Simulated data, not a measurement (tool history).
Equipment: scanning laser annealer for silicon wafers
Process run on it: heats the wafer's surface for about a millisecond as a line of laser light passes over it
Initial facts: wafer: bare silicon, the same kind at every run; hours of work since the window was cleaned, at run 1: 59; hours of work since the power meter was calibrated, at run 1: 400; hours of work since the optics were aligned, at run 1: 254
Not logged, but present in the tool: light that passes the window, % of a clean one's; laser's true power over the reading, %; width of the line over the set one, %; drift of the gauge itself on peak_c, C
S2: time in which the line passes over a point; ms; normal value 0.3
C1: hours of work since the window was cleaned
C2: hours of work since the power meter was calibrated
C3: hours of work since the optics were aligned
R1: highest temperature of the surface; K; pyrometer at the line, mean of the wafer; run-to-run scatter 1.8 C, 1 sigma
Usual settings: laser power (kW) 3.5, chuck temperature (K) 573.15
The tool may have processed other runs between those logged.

run 1 day=0 | laser_power_(kW)=3.5 S2=0.3 chuck_temperature_(K)=573.15 | C1=59 C2=400 C3=254 | R1=1295.15
run 2 day=1.917 | laser_power_(kW)=3.5 S2=0.3 chuck_temperature_(K)=573.15 | C1=78 C2=419 C3=273 | R1=1291.15
run 3 day=3.325 | laser_power_(kW)=3.5 S2=0.3 chuck_temperature_(K)=573.15 | C1=92 C2=433 C3=287 | R1=1293.15
run 4 day=4.883 | laser_power_(kW)=3.5 S2=0.3 chuck_temperature_(K)=573.15 | C1=108 C2=449 C3=302 | R1=1290.15
-- day=5.229 optics aligned, line set to its width
run 5 day=6.958 | laser_power_(kW)=3.5 S2=0.3 chuck_temperature_(K)=573.15 | C1=126 C2=467 C3=17 | R1=1288.15
run 6 day=8.038 | laser_power_(kW)=3.5 S2=0.249 chuck_temperature_(K)=573.15 | C1=137 C2=478 C3=28 | R1=1228.15
run 7 day=9.367 | laser_power_(kW)=3.5 S2=0.249 chuck_temperature_(K)=573.15 | C1=150 C2=491 C3=41 | R1=1222.15
-- day=10.067 optics aligned, line set to its width, once more
run 8 day=11.15 | laser_power_(kW)=3.5 S2=0.365 chuck_temperature_(K)=573.15 | C1=166 C2=507 C3=11 | R1=1366.15
run 9 day=13.129 | laser_power_(kW)=3.732 S2=0.248 chuck_temperature_(K)=573.15 | C1=186 C2=527 C3=30 | R1=1287.15
run 10 day=14.775 | laser_power_(kW)=3.747 S2=0.229 chuck_temperature_(K)=573.15 | C1=202 C2=543 C3=47 | R1=1262.15
run 11 day=16.042 | laser_power_(kW)=3.747 S2=0.229 chuck_temperature_(K)=573.15 | C1=215 C2=556 C3=59 | R1=1265.15

Alternative continuations, all from the tool just after run 11; predict every row:
run A day=18 | laser_power_(kW)=3.5 S2=0.3 chuck_temperature_(K)=612.15 | C1=234 C2=575 C3=79 | R1=?
run B day=18 | laser_power_(kW)=3.5 S2=0.3 chuck_temperature_(K)=582.15 | C1=234 C2=575 C3=79 | R1=?
run C day=18 | laser_power_(kW)=3.094 S2=0.341 chuck_temperature_(K)=573.15 | C1=234 C2=575 C3=79 | R1=?
run D day=18 | laser_power_(kW)=3.5 S2=0.213 chuck_temperature_(K)=573.15 | C1=234 C2=575 C3=79 | R1=?

run=A R1=1330.15
run=B R1=1299.15
run=C R1=1226.15
run=D R1=1183.15
Without the tool's hidden state the same runs would have given:
run=A R1=1345.15
run=B R1=1313.15
run=C R1=1239.15
run=D R1=1195.15
